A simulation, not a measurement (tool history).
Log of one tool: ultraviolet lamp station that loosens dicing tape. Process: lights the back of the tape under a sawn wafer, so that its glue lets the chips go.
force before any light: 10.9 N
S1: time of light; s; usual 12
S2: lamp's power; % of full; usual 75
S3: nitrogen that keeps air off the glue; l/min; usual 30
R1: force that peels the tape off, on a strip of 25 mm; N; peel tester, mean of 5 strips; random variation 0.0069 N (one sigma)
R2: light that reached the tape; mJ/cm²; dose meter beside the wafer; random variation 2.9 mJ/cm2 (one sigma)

Run 1, hour 0: usual settings. Result: R1 0.44 N, R2 327 mJ/cm².
Run 2, hour 21.1: usual settings but S2 72 % of full. Result: R1 0.462 N, R2 311 mJ/cm².
Run 3, hour 42.8: usual settings but S1 6 s. Result: R1 1.994 N, R2 160 mJ/cm².
Run 4, hour 61.3: usual settings. Result: R1 0.461 N, R2 320 mJ/cm².
Run 5, hour 80.4: usual settings. Result: R1 0.449 N, R2 312 mJ/cm².
Run 6, hour 111.6: usual settings but S2 94 % of full. Result: R1 0.175 N, R2 467 mJ/cm².
Run 7, hour 130.7: usual settings but S2 94 % of full. Result: R1 0.179 N, R2 465 mJ/cm².
Run 8, hour 161.1: usual settings but S2 94 % of full. Result: R1 0.187 N, R2 462 mJ/cm².
Run 9, hour 183.6: usual settings but S2 94 % of full. Result: R1 0.202 N, R2 453 mJ/cm².
Run 10, hour 209.4: usual settings but S2 94 % of full. Result: R1 0.195 N, R2 452 mJ/cm².
Run 11, hour 238.1: usual settings but S1 11 s, S2 61 % of full, S3 10 l/min. Result: R1 1.391 N, R2 264 mJ/cm².
Run 12, hour 273.9: usual settings but S1 7 s, S2 61 % of full, S3 11 l/min. Result: R1 2.754 N, R2 169 mJ/cm².
Run 13, hour 306.4: usual settings but S1 10 s, S2 61 % of full, S3 21 l/min. Result: R1 1.148 N, R2 237 mJ/cm².
Run 14, hour 324.5: usual settings but S1 10 s, S2 61 % of full, S3 21 l/min. Result: R1 1.176 N, R2 232 mJ/cm².
Run 15, hour 357: usual settings but S3 29 l/min. Result: R1 0.419 N, R2 340 mJ/cm².
Run 16, hour 392.8: usual settings but S1 22 s, S2 85 % of full, S3 43 l/min. Result: R1 0.12 N, R2 705 mJ/cm².

Not shown: 1 entry that the log had between the listed runs. Between which runs, and how does the tool's hidden state differ before and after?
Between runs 5 and 6: window cleaned of glue's vapour (hour 85.8)
  lamp's light, % of a new lamp's: 91.7 -> 91.4; light that the window lets through, % of a clean one's: 83.6 -> 99.3
  measured less the result without the state, R1: +0.22 -> +0.026 N; R2: -96 -> -48 mJ/cm²

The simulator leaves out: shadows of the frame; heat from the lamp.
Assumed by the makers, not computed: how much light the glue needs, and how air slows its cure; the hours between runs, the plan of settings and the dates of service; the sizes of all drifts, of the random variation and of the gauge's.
